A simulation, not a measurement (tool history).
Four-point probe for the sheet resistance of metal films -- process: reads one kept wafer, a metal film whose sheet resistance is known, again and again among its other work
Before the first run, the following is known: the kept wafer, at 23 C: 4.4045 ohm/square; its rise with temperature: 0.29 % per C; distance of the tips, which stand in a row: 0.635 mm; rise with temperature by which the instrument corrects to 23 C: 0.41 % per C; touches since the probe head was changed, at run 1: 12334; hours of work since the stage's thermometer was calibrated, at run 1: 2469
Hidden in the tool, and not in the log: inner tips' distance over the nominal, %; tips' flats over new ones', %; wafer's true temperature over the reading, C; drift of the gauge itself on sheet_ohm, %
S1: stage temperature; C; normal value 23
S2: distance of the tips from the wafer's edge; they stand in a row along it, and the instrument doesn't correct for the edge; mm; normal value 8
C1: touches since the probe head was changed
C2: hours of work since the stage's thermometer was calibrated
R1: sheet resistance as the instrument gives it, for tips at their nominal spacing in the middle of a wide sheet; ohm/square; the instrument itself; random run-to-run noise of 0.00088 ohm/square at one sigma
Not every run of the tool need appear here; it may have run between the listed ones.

run,hour,S1,S2,C1,C2,R1
1,0.0,23,8,12334,2469,4.446022
2,38.5,23,8,13042,2494,4.445062
3,72.0,28,8,13658,2516,4.418978
4,117.8,28,8,14501,2547,4.417862
5,162.4,23,8,15321,2576,4.444864
6,207.4,23,8,16150,2606,4.445975
7,254.4,23,8,17014,2637,4.447869
8,285.7,23,8,17589,2658,4.447005
9,312.2,23,8,18077,2675,4.448709
10,352.8,27,8,18825,2702,4.425612
11,397.8,27,8,19652,2732,4.424770
12,420.3,27,8,20067,2747,4.425746
# hour 424.8: stage's thermometer calibrated
13,456.1,27,8,20716,21,4.432741

Predict the results of run 14:
14,506.2,30,41,21637,54,?

R1: 4.402122 ohm/square
On a tool with no hidden condition, and with the same random variation, this run would have come out at R1 4.368740 ohm/square.

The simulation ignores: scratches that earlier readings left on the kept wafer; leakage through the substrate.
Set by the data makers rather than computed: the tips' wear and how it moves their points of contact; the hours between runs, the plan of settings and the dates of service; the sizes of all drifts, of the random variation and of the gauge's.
